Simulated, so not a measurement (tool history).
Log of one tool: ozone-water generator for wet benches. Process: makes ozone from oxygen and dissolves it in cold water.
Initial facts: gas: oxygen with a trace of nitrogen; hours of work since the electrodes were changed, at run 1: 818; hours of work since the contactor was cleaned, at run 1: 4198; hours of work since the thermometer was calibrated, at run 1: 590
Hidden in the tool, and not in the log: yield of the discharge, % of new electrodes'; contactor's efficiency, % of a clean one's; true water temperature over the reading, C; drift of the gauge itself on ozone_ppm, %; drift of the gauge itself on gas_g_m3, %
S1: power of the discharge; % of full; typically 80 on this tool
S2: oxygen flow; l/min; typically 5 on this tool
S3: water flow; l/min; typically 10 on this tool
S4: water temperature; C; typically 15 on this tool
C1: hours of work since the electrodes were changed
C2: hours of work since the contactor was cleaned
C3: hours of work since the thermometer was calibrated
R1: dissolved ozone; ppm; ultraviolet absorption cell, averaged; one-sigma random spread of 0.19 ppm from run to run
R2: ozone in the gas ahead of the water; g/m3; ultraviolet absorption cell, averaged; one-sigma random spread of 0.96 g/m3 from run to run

run 1 hour=0 | S1=80 S2=5 S3=10 S4=15 | C1=818 C2=4198 C3=590 | R1=24.7 R2=159
run 2 hour=108.9 | S1=80 S2=5 S3=10 S4=15 | C1=895 C2=4275 C3=667 | R1=24.6 R2=159.7
run 3 hour=191.7 | S1=80 S2=5 S3=10 S4=15 | C1=954 C2=4334 C3=726 | R1=24.7 R2=160.3
run 4 hour=296.8 | S1=80 S2=5 S3=10 S4=15 | C1=1029 C2=4409 C3=801 | R1=24.7 R2=159.6
run 5 hour=381.2 | S1=80 S2=5 S3=10 S4=15 | C1=1089 C2=4469 C3=861 | R1=24.8 R2=162
run 6 hour=433.2 | S1=81 S2=5 S3=10 S4=15 | C1=1126 C2=4506 C3=898 | R1=24.9 R2=161.3
run 7 hour=512.5 | S1=81 S2=5 S3=10 S4=15 | C1=1182 C2=4563 C3=955 | R1=24.9 R2=159.3
run 8 hour=611 | S1=81 S2=5 S3=10 S4=15 | C1=1253 C2=4633 C3=1025 | R1=24.4 R2=160.5
run 9 hour=695.4 | S1=81 S2=5 S3=10 S4=15 | C1=1313 C2=4693 C3=1085 | R1=24.6 R2=159.5
run 10 hour=814.9 | S1=81 S2=5 S3=10 S4=15 | C1=1398 C2=4778 C3=1170 | R1=24.7 R2=160.6
run 11 hour=869.2 | S1=81 S2=5 S3=10 S4=15 | C1=1437 C2=4817 C3=1209 | R1=24.7 R2=159.6
run 12 hour=940.1 | S1=81 S2=5 S3=10 S4=15 | C1=1487 C2=4867 C3=1259 | R1=24.6 R2=159.8
run 13 hour=1011 | S1=80 S2=5 S3=10 S4=17 | C1=1538 C2=4918 C3=1310 | R1=23.6 R2=158.1
run 14 hour=1117.8 | S1=80 S2=7.6 S3=10 S4=15 | C1=1614 C2=4994 C3=1386 | R1=22.2 R2=124.8
-- hour=1128.3 water thermometer calibrated
run 15 hour=1199.7 | S1=80 S2=7.6 S3=10 S4=15 | C1=1672 C2=5052 C3=51 | R1=22.2 R2=124.5
run 16 hour=1321.9 | S1=80 S2=4.37 S3=10 S4=15 | C1=1759 C2=5139 C3=138 | R1=24.5 R2=170.3
-- hour=1401.2 water thermometer calibrated, once more
run 17 hour=1415.8 | S1=80 S2=3.65 S3=10 S4=15 | C1=1825 C2=5205 C3=10 | R1=25.1 R2=188.5

Estimate the outcome of run 18 from the log above:
run 18 hour=1468.5 | S1=80 S2=3.65 S3=10 S4=15 | C1=1863 C2=5243 C3=48 | R1=? R2=?

{"run 18": {"R1": 25, "R2": 187.4}}
If the tool had no hidden condition, the same run with the same run-to-run variation would have returned R1 26.9 ppm, R2 195.7 g/m3.
